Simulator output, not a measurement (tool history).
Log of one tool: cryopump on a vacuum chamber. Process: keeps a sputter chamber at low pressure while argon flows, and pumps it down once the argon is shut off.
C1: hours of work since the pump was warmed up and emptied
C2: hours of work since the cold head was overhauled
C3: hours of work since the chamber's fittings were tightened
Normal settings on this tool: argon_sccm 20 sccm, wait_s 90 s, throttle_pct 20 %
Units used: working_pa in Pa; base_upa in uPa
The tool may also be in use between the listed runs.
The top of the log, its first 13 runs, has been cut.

run 14 day=21.658 | argon_sccm=20 wait_s=90 throttle_pct=20 | C1=901 C2=901 C3=3016 | working_pa=0.1172 base_upa=1.58
run 15 day=22.925 | argon_sccm=20 wait_s=90 throttle_pct=20 | C1=923 C2=923 C3=3038 | working_pa=0.1180 base_upa=1.59
run 16 day=25.196 | argon_sccm=16 wait_s=90 throttle_pct=20 | C1=963 C2=963 C3=3078 | working_pa=0.0949 base_upa=1.63
run 17 day=27.379 | argon_sccm=16 wait_s=21 throttle_pct=20 | C1=1001 C2=1001 C3=3116 | working_pa=0.0941 base_upa=3.58
run 18 day=28.712 | argon_sccm=13 wait_s=90 throttle_pct=20 | C1=1024 C2=1024 C3=3139 | working_pa=0.0759 base_upa=1.69
run 19 day=30.083 | argon_sccm=9 wait_s=90 throttle_pct=41 | C1=1048 C2=1048 C3=3163 | working_pa=0.0274 base_upa=1.72
run 20 day=32.292 | argon_sccm=18 wait_s=300 throttle_pct=37 | C1=1086 C2=1086 C3=3201 | working_pa=0.0611 base_upa=1.29
run 21 day=33.329 | argon_sccm=18 wait_s=300 throttle_pct=47 | C1=1104 C2=1104 C3=3219 | working_pa=0.0505 base_upa=1.34
run 22 day=34.904 | argon_sccm=12 wait_s=92 throttle_pct=20 | C1=1132 C2=1132 C3=3246 | working_pa=0.0707 base_upa=1.78
-- day=36.296 pump warmed up, emptied and cooled again
run 23 day=36.662 | argon_sccm=12 wait_s=92 throttle_pct=20 | C1=6 C2=1159 C3=3273 | working_pa=0.0660 base_upa=1.47
run 24 day=38.350 | argon_sccm=38 wait_s=34 throttle_pct=19 | C1=36 C2=1188 C3=3303 | working_pa=0.2222 base_upa=2.43
run 25 day=39.962 | argon_sccm=12 wait_s=26 throttle_pct=35 | C1=64 C2=1216 C3=3331 | working_pa=0.0374 base_upa=2.95
run 26 day=41.946 | argon_sccm=20 wait_s=20 throttle_pct=18 | C1=98 C2=1250 C3=3365 | working_pa=0.1238 base_upa=3.69
run 27 day=42.971 | argon_sccm=13 wait_s=20 throttle_pct=18 | C1=116 C2=1268 C3=3383 | working_pa=0.0802 base_upa=3.61
run 28 day=44.192 | argon_sccm=20 wait_s=197 throttle_pct=35 | C1=137 C2=1289 C3=3404 | working_pa=0.0636 base_upa=1.11
run 29 day=46.096 | argon_sccm=20 wait_s=90 throttle_pct=42 | C1=170 C2=1323 C3=3437 | working_pa=0.0538 base_upa=1.46
run 30 day=48.371 | argon_sccm=20 wait_s=90 throttle_pct=42 | C1=210 C2=1362 C3=3477 | working_pa=0.0541 base_upa=1.54
run 31 day=49.988 | argon_sccm=20 wait_s=90 throttle_pct=42 | C1=238 C2=1390 C3=3505 | working_pa=0.0542 base_upa=1.48
run 32 day=51.317 | argon_sccm=10 wait_s=190 throttle_pct=37 | C1=261 C2=1413 C3=3528 | working_pa=0.0299 base_upa=1.27
run 33 day=53.121 | argon_sccm=10 wait_s=190 throttle_pct=37 | C1=292 C2=1445 C3=3559 | working_pa=0.0313 base_upa=1.20
run 34 day=54.067 | argon_sccm=26 wait_s=43 throttle_pct=40 | C1=309 C2=1461 C3=3576 | working_pa=0.0741 base_upa=2.23

Each row is a separate what-if for the run after 34, all from the same tool condition, not one after another. Results?
run A day=55.117 | argon_sccm=20 wait_s=34 throttle_pct=20 | C1=327 C2=1479 C3=3594 | working_pa=? base_upa=?
run B day=55.117 | argon_sccm=10 wait_s=90 throttle_pct=41 | C1=327 C2=1479 C3=3594 | working_pa=? base_upa=?
run C day=55.117 | argon_sccm=15 wait_s=268 throttle_pct=24 | C1=327 C2=1479 C3=3594 | working_pa=? base_upa=?
run D day=55.117 | argon_sccm=20 wait_s=247 throttle_pct=17 | C1=327 C2=1479 C3=3594 | working_pa=? base_upa=?

run=A working_pa=0.1129 base_upa=2.56
run=B working_pa=0.0285 base_upa=1.54
run=C working_pa=0.0709 base_upa=1.16
run=D working_pa=0.1336 base_upa=1.14
What these runs would have given with no unlogged condition in the tool:
run=A working_pa=0.1106 base_upa=1.78
run=B working_pa=0.0274 base_upa=0.77
run=C working_pa=0.0691 base_upa=0.39
run=D working_pa=0.1312 base_upa=0.38

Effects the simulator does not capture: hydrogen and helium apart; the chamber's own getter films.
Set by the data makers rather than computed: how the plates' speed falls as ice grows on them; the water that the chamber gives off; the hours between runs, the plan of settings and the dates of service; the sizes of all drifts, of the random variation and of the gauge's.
